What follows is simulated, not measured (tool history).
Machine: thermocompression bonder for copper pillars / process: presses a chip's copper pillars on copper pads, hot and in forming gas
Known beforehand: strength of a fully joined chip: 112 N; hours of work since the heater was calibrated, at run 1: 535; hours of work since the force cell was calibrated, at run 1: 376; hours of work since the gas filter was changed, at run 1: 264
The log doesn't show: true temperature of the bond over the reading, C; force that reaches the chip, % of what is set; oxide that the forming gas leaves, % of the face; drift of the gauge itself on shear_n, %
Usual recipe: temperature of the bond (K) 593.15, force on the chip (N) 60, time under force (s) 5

run   hour  temperature of the bond (K)  force on the chip (N)  time under force (s)  hours of work since the heater was calibrated  hours of work since the force cell was calibrated  hours of work since the gas filter was changed  force that shears a chip off (N)
  1    0.0                       593.15                     60                     5                                            535                                                376                                             264                              52.0
  2   41.5                       593.15                     60                     5                                            560                                                401                                             289                              52.0
  3   71.7                       593.15                     60                     5                                            578                                                420                                             307                              52.1
  4  115.8                       593.15                     60                     5                                            605                                                446                                             334                              51.4
  5  154.5                       593.15                     60                     5                                            628                                                469                                             357                              51.3
     165.8  -- forming gas filter changed
  6  196.4                       593.15                     40                     5                                            653                                                494                                              18                              32.5
  7  227.5                       593.15                     60                     5                                            671                                                513                                              37                              52.2
  8  248.2                       593.15                     60                     5                                            684                                                525                                              50                              53.2
  9  286.5                       593.15                     60                     5                                            707                                                548                                              73                              52.5
 10  329.2                       593.15                     48                    13                                            733                                                574                                              98                              59.6
 11  376.8                       601.15                     48                     8                                            761                                                602                                             127                              53.1
 12  425.0                       596.15                     44                     3                                            790                                                631                                             156                              31.5
 13  444.8                       596.15                     44                     3                                            802                                                643                                             168                              31.5
 14  468.6                       596.15                     41                     7                                            816                                                658                                             182                              39.2
 15  494.4                       592.15                     39                     4                                            832                                                673                                             197                              27.6
 16  533.5                       606.15                     71                     3                                            855                                                697                                             221                              58.9
 17  559.7                       623.15                     67                     3                                            871                                                712                                             237                              66.0
 18  589.0                       580.15                     72                     7                                            889                                                730                                             254                              58.3

Hidden condition of the tool, last listed run before each entry between runs versus first listed run after:
Run 5 -> run 6: forming gas filter changed (hour 165.8)
  true temperature of the bond over the reading, C: -7.1 -> -7.3; force that reaches the chip, % of what is set: 101.6 -> 101.7; oxide that the forming gas leaves, % of the face: 4.62 -> 0.76
  measured value less the no-hidden-state value, force that shears a chip off (N): -5.8 -> -2.8

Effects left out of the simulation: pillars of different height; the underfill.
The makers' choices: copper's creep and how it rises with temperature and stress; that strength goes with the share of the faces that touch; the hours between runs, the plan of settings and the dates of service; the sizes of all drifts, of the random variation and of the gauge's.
